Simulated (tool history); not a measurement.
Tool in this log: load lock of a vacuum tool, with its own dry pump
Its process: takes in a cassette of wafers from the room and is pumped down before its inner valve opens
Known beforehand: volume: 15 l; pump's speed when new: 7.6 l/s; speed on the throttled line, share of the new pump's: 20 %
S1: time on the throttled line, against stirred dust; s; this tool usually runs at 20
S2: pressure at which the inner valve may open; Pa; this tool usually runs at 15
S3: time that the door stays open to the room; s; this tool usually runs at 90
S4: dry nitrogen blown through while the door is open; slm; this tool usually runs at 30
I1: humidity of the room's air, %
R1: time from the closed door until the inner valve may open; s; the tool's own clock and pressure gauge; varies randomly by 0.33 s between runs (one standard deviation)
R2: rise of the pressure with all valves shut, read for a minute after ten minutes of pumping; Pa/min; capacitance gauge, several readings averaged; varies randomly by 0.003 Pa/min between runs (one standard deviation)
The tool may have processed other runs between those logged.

run    hour  S1  S2   S3  S4    I1    R1     R2
  1       0  20  15   90  30    45  33.5  0.046
  2   106.9  29  15   90  30  47.9  40.8  0.053
  3   250.9  20  15   90  30  44.9  33.8  0.051
  4     408  20  15   90  30  46.1  33.4  0.049
  5   487.2  20  15   90  30    43  33.3  0.049
  6   647.3  20  15   90  30  45.7  33.8  0.051
  7     725  20  15   90  30  44.6  32.6  0.048
  8   877.4  20  17   90  30  43.4  33.3   0.05
  9     960  20  15   90   4  44.4  33.5  0.081
 10    1119  20  15   90  30  42.8  32.8  0.045
 11  1224.3  20  15   90  30  41.8  33.9  0.046
 12  1335.9  27  13   90  30  45.4  39.1  0.047
 13  1478.7  16  13   90  30  47.9  31.1   0.05
 14  1637.9  16  13   90  30  42.8  30.5   0.05
 15  1738.5  20  15  103  30  45.2  33.5   0.05
 16  1864.9  14  15   90  30    47  28.7  0.048
 17  1966.8  14  15   90  30  43.6  29.1  0.046
 18  2035.1  14  15   90  30  46.6  28.5  0.052
 19  2147.1  25  15  107  30  46.5  37.4  0.058
 20  2229.1  25  15  107  30  43.1  37.4  0.056
 21  2373.4  22  23   51   7  45.9  34.7  0.049
 22  2459.4  22  23   51   7  42.6  33.6  0.044

Each row is a separate what-if for the run after 22, all from the same tool condition, not one after another. Results?
  A  2607.5  20  28   76  30  45.5   ?   ?
  B  2607.5  22  16  159   7    46   ?   ?
  C  2607.5  20  17   38   7  43.3   ?   ?
  D  2607.5  20  15  204  30  43.6   ?   ?
  E  2607.5  20  10   90  30  44.6   ?   ?

run    R1     R2
  A  31.9  0.042
  B  35.1  0.112
  C  32.8  0.036
  D  33.5  0.086
  E  34.3  0.055
Stripped of hidden state, with their random variation kept, the same runs would have yielded:
run    R1     R2
  A  31.9  0.042
  B  35.1  0.112
  C  32.8  0.036
  D  33.5  0.086
  E  34.3  0.055
